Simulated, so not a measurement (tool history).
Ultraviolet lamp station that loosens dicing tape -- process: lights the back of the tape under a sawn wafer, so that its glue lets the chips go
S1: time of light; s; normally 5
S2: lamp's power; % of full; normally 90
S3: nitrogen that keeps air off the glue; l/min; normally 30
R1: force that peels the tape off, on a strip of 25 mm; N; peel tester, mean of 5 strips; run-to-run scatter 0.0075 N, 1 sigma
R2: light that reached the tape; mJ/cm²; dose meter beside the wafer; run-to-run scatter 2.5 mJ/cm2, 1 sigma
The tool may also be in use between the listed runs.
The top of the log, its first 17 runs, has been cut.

run   hour  S1  S2  S3     R1   R2
 18  162.4   3  68  10  1.631  125
 19  168.8   3  68  10  1.591  128
 20  175.5   5  90  29  0.267  277
 21  189.9   5  90  31  0.272  287
 22  199.7   5  89  30  0.288  278
 23  210.8   3  72  10  1.485  136
 24  221.5   3  96  14   0.96  180
 25  232.3   3  96  14  0.957  182
 26  241.9   3  96  14  0.946  187
 27  249.7   4  91  19  0.547  231
 28  258.4   4  91  19  0.583  230
 29  271.2   4  91  19  0.576  225
 30  281.1   4  76  16  0.823  189
 31  294.2   4  76  16  0.817  187
 32  308.2   3  75  55  0.672  141
 33  321.7   5  95  21  0.309  294
 34  329.9   7  88  59   0.14  389

What if the next run were any one of these 5? Each begins from the tool's condition after run 34:
  A  339.8   5  90  53   ?   ?
  B  339.8  10  97  59   ?   ?
  C  339.8   9  71  14   ?   ?
  D  339.8   4  90  39   ?   ?
  E  339.8   5  73  30   ?   ?

run     R1   R2
  A  0.194  280
  B  0.107  613
  C  0.253  405
  D  0.363  225
  E   0.41  230
With no hidden state in the tool, these same runs would have given:
run     R1   R2
  A  0.194  281
  B  0.107  614
  C  0.253  406
  D  0.362  226
  E  0.409  230
